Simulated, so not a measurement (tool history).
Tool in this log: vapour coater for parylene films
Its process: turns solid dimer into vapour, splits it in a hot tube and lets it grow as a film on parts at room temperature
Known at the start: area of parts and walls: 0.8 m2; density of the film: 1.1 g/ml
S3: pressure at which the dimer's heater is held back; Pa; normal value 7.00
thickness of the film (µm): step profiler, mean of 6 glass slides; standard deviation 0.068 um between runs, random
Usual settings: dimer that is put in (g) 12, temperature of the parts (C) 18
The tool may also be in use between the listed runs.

run 1 hour=0.0 | dimer_that_is_put_in_(g)=12 temperature_of_the_parts_(C)=18 S3=7.00 | thickness_of_the_film_(µm)=7.67
run 2 hour=11.1 | dimer_that_is_put_in_(g)=12 temperature_of_the_parts_(C)=18 S3=7.00 | thickness_of_the_film_(µm)=7.74
run 3 hour=23.5 | dimer_that_is_put_in_(g)=12 temperature_of_the_parts_(C)=18 S3=7.00 | thickness_of_the_film_(µm)=7.80
run 4 hour=39.2 | dimer_that_is_put_in_(g)=12 temperature_of_the_parts_(C)=18 S3=7.00 | thickness_of_the_film_(µm)=7.71
run 5 hour=48.9 | dimer_that_is_put_in_(g)=12 temperature_of_the_parts_(C)=18 S3=2.89 | thickness_of_the_film_(µm)=8.36
run 6 hour=55.9 | dimer_that_is_put_in_(g)=12 temperature_of_the_parts_(C)=18 S3=7.00 | thickness_of_the_film_(µm)=7.58
run 7 hour=65.9 | dimer_that_is_put_in_(g)=12 temperature_of_the_parts_(C)=18 S3=7.47 | thickness_of_the_film_(µm)=7.62
run 8 hour=76.6 | dimer_that_is_put_in_(g)=12 temperature_of_the_parts_(C)=18 S3=7.47 | thickness_of_the_film_(µm)=7.48
run 9 hour=86.1 | dimer_that_is_put_in_(g)=12 temperature_of_the_parts_(C)=18 S3=7.47 | thickness_of_the_film_(µm)=7.66
run 10 hour=94.9 | dimer_that_is_put_in_(g)=12 temperature_of_the_parts_(C)=18 S3=7.47 | thickness_of_the_film_(µm)=7.52
run 11 hour=102.1 | dimer_that_is_put_in_(g)=12 temperature_of_the_parts_(C)=18 S3=7.47 | thickness_of_the_film_(µm)=7.52
run 12 hour=112.7 | dimer_that_is_put_in_(g)=12 temperature_of_the_parts_(C)=18 S3=7.00 | thickness_of_the_film_(µm)=7.51
run 13 hour=125.2 | dimer_that_is_put_in_(g)=12 temperature_of_the_parts_(C)=18 S3=7.00 | thickness_of_the_film_(µm)=7.53
run 14 hour=141.1 | dimer_that_is_put_in_(g)=12 temperature_of_the_parts_(C)=21 S3=7.00 | thickness_of_the_film_(µm)=6.89
run 15 hour=151.8 | dimer_that_is_put_in_(g)=12 temperature_of_the_parts_(C)=13 S3=7.00 | thickness_of_the_film_(µm)=8.75
run 16 hour=166.5 | dimer_that_is_put_in_(g)=7 temperature_of_the_parts_(C)=18 S3=7.00 | thickness_of_the_film_(µm)=4.39
run 17 hour=176.6 | dimer_that_is_put_in_(g)=12 temperature_of_the_parts_(C)=18 S3=7.00 | thickness_of_the_film_(µm)=7.34
run 18 hour=191.0 | dimer_that_is_put_in_(g)=12 temperature_of_the_parts_(C)=18 S3=7.00 | thickness_of_the_film_(µm)=7.49
run 19 hour=206.8 | dimer_that_is_put_in_(g)=12 temperature_of_the_parts_(C)=18 S3=7.00 | thickness_of_the_film_(µm)=7.48
run 20 hour=216.6 | dimer_that_is_put_in_(g)=12 temperature_of_the_parts_(C)=18 S3=7.00 | thickness_of_the_film_(µm)=7.56
run 21 hour=227.5 | dimer_that_is_put_in_(g)=12 temperature_of_the_parts_(C)=18 S3=7.00 | thickness_of_the_film_(µm)=7.56
run 22 hour=242.3 | dimer_that_is_put_in_(g)=12 temperature_of_the_parts_(C)=18 S3=2.54 | thickness_of_the_film_(µm)=8.29
run 23 hour=249.5 | dimer_that_is_put_in_(g)=12 temperature_of_the_parts_(C)=20 S3=7.00 | thickness_of_the_film_(µm)=7.04
-- hour=263.7 trap's valve overhauled
run 24 hour=269.7 | dimer_that_is_put_in_(g)=12 temperature_of_the_parts_(C)=20 S3=7.00 | thickness_of_the_film_(µm)=7.57
run 25 hour=276.9 | dimer_that_is_put_in_(g)=12 temperature_of_the_parts_(C)=20 S3=7.00 | thickness_of_the_film_(µm)=7.62
run 26 hour=292.2 | dimer_that_is_put_in_(g)=5 temperature_of_the_parts_(C)=14 S3=7.00 | thickness_of_the_film_(µm)=3.79
run 27 hour=301.2 | dimer_that_is_put_in_(g)=12 temperature_of_the_parts_(C)=12 S3=7.25 | thickness_of_the_film_(µm)=9.52
run 28 hour=313.9 | dimer_that_is_put_in_(g)=12 temperature_of_the_parts_(C)=12 S3=8.43 | thickness_of_the_film_(µm)=9.42
run 29 hour=327.0 | dimer_that_is_put_in_(g)=12 temperature_of_the_parts_(C)=11 S3=7.00 | thickness_of_the_film_(µm)=9.85
run 30 hour=336.9 | dimer_that_is_put_in_(g)=7 temperature_of_the_parts_(C)=11 S3=7.00 | thickness_of_the_film_(µm)=5.67
run 31 hour=351.1 | dimer_that_is_put_in_(g)=8 temperature_of_the_parts_(C)=13 S3=3.86 | thickness_of_the_film_(µm)=6.45
run 32 hour=360.8 | dimer_that_is_put_in_(g)=8 temperature_of_the_parts_(C)=13 S3=3.86 | thickness_of_the_film_(µm)=6.53
run 33 hour=377.2 | dimer_that_is_put_in_(g)=8 temperature_of_the_parts_(C)=13 S3=3.86 | thickness_of_the_film_(µm)=6.60
run 34 hour=391.3 | dimer_that_is_put_in_(g)=10 temperature_of_the_parts_(C)=13 S3=3.86 | thickness_of_the_film_(µm)=8.29
run 35 hour=401.9 | dimer_that_is_put_in_(g)=9 temperature_of_the_parts_(C)=12 S3=9.73 | thickness_of_the_film_(µm)=6.92
run 36 hour=411.7 | dimer_that_is_put_in_(g)=9 temperature_of_the_parts_(C)=28 S3=4.13 | thickness_of_the_film_(µm)=4.64
run 37 hour=420.2 | dimer_that_is_put_in_(g)=12 temperature_of_the_parts_(C)=16 S3=7.31 | thickness_of_the_film_(µm)=8.32
run 38 hour=430.8 | dimer_that_is_put_in_(g)=12 temperature_of_the_parts_(C)=16 S3=7.31 | thickness_of_the_film_(µm)=8.41
run 39 hour=445.5 | dimer_that_is_put_in_(g)=12 temperature_of_the_parts_(C)=16 S3=7.31 | thickness_of_the_film_(µm)=8.32
run 40 hour=454.5 | dimer_that_is_put_in_(g)=12 temperature_of_the_parts_(C)=16 S3=7.31 | thickness_of_the_film_(µm)=8.23
run 41 hour=469.8 | dimer_that_is_put_in_(g)=12 temperature_of_the_parts_(C)=16 S3=7.31 | thickness_of_the_film_(µm)=8.26
run 42 hour=483.2 | dimer_that_is_put_in_(g)=12 temperature_of_the_parts_(C)=11 S3=4.86 | thickness_of_the_film_(µm)=10.00
run 43 hour=498.4 | dimer_that_is_put_in_(g)=12 temperature_of_the_parts_(C)=11 S3=4.86 | thickness_of_the_film_(µm)=10.08
run 44 hour=509.1 | dimer_that_is_put_in_(g)=12 temperature_of_the_parts_(C)=11 S3=4.86 | thickness_of_the_film_(µm)=10.06
run 45 hour=522.9 | dimer_that_is_put_in_(g)=7 temperature_of_the_parts_(C)=23 S3=7.00 | thickness_of_the_film_(µm)=3.93
run 46 hour=538.9 | dimer_that_is_put_in_(g)=12 temperature_of_the_parts_(C)=18 S3=2.07 | thickness_of_the_film_(µm)=8.93

Consider 5 possible next runs. They are alternatives, not a sequence: every one starts from the tool as it was left by run 46. What does each give?
run A hour=553.5 | dimer_that_is_put_in_(g)=6 temperature_of_the_parts_(C)=18 S3=2.07 | thickness_of_the_film_(µm)=?
run B hour=553.5 | dimer_that_is_put_in_(g)=12 temperature_of_the_parts_(C)=18 S3=3.83 | thickness_of_the_film_(µm)=?
run C hour=553.5 | dimer_that_is_put_in_(g)=9 temperature_of_the_parts_(C)=12 S3=2.86 | thickness_of_the_film_(µm)=?
run D hour=553.5 | dimer_that_is_put_in_(g)=11 temperature_of_the_parts_(C)=13 S3=2.99 | thickness_of_the_film_(µm)=?
run E hour=553.5 | dimer_that_is_put_in_(g)=6 temperature_of_the_parts_(C)=12 S3=2.41 | thickness_of_the_film_(µm)=?

run=A thickness_of_the_film_(µm)=4.51
run=B thickness_of_the_film_(µm)=8.33
run=C thickness_of_the_film_(µm)=7.77
run=D thickness_of_the_film_(µm)=9.15
run=E thickness_of_the_film_(µm)=5.23
Take away the tool's hidden state, keep each run's random variation, and the runs would have read:
run=A thickness_of_the_film_(µm)=4.74
run=B thickness_of_the_film_(µm)=8.75
run=C thickness_of_the_film_(µm)=8.16
run=D thickness_of_the_film_(µm)=9.61
run=E thickness_of_the_film_(µm)=5.50
